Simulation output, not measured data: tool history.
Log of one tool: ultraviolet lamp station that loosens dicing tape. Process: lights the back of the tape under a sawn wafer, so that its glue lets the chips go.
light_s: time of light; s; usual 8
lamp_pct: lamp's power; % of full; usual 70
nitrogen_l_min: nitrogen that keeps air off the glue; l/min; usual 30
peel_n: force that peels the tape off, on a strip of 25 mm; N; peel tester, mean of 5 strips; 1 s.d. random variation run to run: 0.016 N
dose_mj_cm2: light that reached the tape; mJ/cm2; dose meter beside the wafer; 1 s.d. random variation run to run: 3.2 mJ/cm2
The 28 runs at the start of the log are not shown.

run,hour,light_s,lamp_pct,nitrogen_l_min,hours of work of the lamp,hours of work since the window was cleaned,peel_n,dose_mj_cm2
29,658.4,10,64,53,186,215,0.441,581
30,680.9,10,64,53,203,232,0.458,570
31,706.8,7,69,47,223,252,0.777,431
32,735.8,4,70,23,245,274,2.211,255
33,752.7,4,73,31,258,287,1.868,261
34,777,9,73,29,276,305,0.605,592
35,800.5,13,63,11,294,323,0.82,740
36,819.9,7,70,18,309,338,1.26,444
37,845.2,7,77,60,328,357,0.556,484
38,859.6,9,67,30,339,368,0.677,544
39,880.7,9,67,30,355,384,0.69,541
40,907.5,9,67,30,375,405,0.691,544
41,928.3,9,67,30,391,420,0.705,542
42,959.2,9,67,30,415,444,0.675,547

5 options for the next run, each taken on its own from the tool as it stands now. Forecast them:
A,980.7,5,64,17,431,460,?,?
B,980.7,15,67,50,431,460,?,?
C,980.7,10,98,23,431,460,?,?
D,980.7,8,91,33,431,460,?,?
E,980.7,15,70,58,431,460,?,?

run,peel_n,dose_mj_cm2
A,2.121,289
B,0.276,902
C,0.38,878
D,0.489,655
E,0.271,940
With no hidden state in the tool, these same runs would have given:
run,peel_n,dose_mj_cm2
A,2.119,289
B,0.276,903
C,0.38,879
D,0.488,656
E,0.271,941
